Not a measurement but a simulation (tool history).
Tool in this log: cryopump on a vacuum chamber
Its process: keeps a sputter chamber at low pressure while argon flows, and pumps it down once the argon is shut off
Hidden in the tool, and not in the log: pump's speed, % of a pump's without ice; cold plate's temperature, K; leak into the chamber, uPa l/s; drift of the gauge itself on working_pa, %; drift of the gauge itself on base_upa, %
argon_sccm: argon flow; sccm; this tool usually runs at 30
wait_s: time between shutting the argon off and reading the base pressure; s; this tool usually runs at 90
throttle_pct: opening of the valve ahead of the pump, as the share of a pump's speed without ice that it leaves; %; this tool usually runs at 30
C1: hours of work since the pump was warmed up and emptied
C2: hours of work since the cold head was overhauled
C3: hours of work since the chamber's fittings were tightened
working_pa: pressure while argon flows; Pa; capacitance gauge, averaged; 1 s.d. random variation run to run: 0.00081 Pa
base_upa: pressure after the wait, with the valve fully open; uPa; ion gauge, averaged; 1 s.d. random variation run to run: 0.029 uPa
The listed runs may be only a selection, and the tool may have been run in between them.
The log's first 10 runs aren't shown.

{"run": 11, "hour": 110.2, "argon_sccm": 30, "wait_s": 90, "throttle_pct": 30, "C1": 129, "C2": 129, "C3": 168, "working_pa": 0.1639, "base_upa": 1.45}
{"run": 12, "hour": 119.4, "argon_sccm": 30, "wait_s": 90, "throttle_pct": 44, "C1": 135, "C2": 135, "C3": 174, "working_pa": 0.1141, "base_upa": 1.43}
{"run": 13, "hour": 134.2, "argon_sccm": 30, "wait_s": 90, "throttle_pct": 44, "C1": 145, "C2": 145, "C3": 184, "working_pa": 0.1132, "base_upa": 1.45}
{"run": 14, "hour": 141.9, "argon_sccm": 30, "wait_s": 90, "throttle_pct": 44, "C1": 150, "C2": 150, "C3": 189, "working_pa": 0.1145, "base_upa": 1.47}
{"run": 15, "hour": 155.2, "argon_sccm": 30, "wait_s": 228, "throttle_pct": 30, "C1": 159, "C2": 159, "C3": 198, "working_pa": 0.1657, "base_upa": 0.78}
{"run": 16, "hour": 168.6, "argon_sccm": 30, "wait_s": 228, "throttle_pct": 30, "C1": 168, "C2": 168, "C3": 207, "working_pa": 0.1644, "base_upa": 0.85}
{"run": 17, "hour": 179.6, "argon_sccm": 30, "wait_s": 228, "throttle_pct": 30, "C1": 175, "C2": 175, "C3": 214, "working_pa": 0.1648, "base_upa": 0.77}
{"run": 18, "hour": 194.8, "argon_sccm": 30, "wait_s": 228, "throttle_pct": 30, "C1": 185, "C2": 185, "C3": 224, "working_pa": 0.1641, "base_upa": 0.82}
{"run": 19, "hour": 206.0, "argon_sccm": 30, "wait_s": 228, "throttle_pct": 30, "C1": 193, "C2": 193, "C3": 232, "working_pa": 0.1652, "base_upa": 0.82}
{"run": 20, "hour": 219.4, "argon_sccm": 46, "wait_s": 48, "throttle_pct": 21, "C1": 202, "C2": 202, "C3": 241, "working_pa": 0.3638, "base_upa": 2.45}
{"run": 21, "hour": 226.1, "argon_sccm": 14, "wait_s": 46, "throttle_pct": 30, "C1": 206, "C2": 206, "C3": 245, "working_pa": 0.0777, "base_upa": 2.54}
{"run": 22, "hour": 240.7, "argon_sccm": 26, "wait_s": 252, "throttle_pct": 17, "C1": 216, "C2": 216, "C3": 255, "working_pa": 0.2482, "base_upa": 0.78}
{"run": 23, "hour": 251.6, "argon_sccm": 52, "wait_s": 33, "throttle_pct": 25, "C1": 223, "C2": 223, "C3": 262, "working_pa": 0.3444, "base_upa": 3.35}
{"run": 24, "hour": 265.0, "argon_sccm": 30, "wait_s": 153, "throttle_pct": 48, "C1": 232, "C2": 232, "C3": 271, "working_pa": 0.1063, "base_upa": 1.07}
{"run": 25, "hour": 275.0, "argon_sccm": 32, "wait_s": 24, "throttle_pct": 16, "C1": 239, "C2": 239, "C3": 278, "working_pa": 0.3271, "base_upa": 4.6}
{"run": 26, "hour": 288.4, "argon_sccm": 21, "wait_s": 43, "throttle_pct": 17, "C1": 248, "C2": 248, "C3": 287, "working_pa": 0.2041, "base_upa": 2.67}
{"run": 27, "hour": 294.8, "argon_sccm": 28, "wait_s": 236, "throttle_pct": 34, "C1": 252, "C2": 252, "C3": 291, "working_pa": 0.1384, "base_upa": 0.83}
{"run": 28, "hour": 307.3, "argon_sccm": 52, "wait_s": 51, "throttle_pct": 26, "C1": 260, "C2": 260, "C3": 299, "working_pa": 0.3326, "base_upa": 2.36}
{"run": 29, "hour": 317.5, "argon_sccm": 15, "wait_s": 90, "throttle_pct": 30, "C1": 267, "C2": 267, "C3": 306, "working_pa": 0.0835, "base_upa": 1.49}
{"run": 30, "hour": 326.8, "argon_sccm": 19, "wait_s": 156, "throttle_pct": 23, "C1": 273, "C2": 273, "C3": 312, "working_pa": 0.1384, "base_upa": 1.07}

The next listed run, before its measurement:
{"run": 31, "hour": 339.3, "argon_sccm": 30, "wait_s": 256, "throttle_pct": 27, "C1": 281, "C2": 281, "C3": 321, "working_pa": "?", "base_upa": "?"}

Run 31 produced working_pa 0.1861 Pa, base_upa 0.85 uPa.
Take away the tool's hidden state, keep the run-to-run variation as it was, and the same run would have given working_pa 0.1785 Pa, base_upa 0.69 uPa.
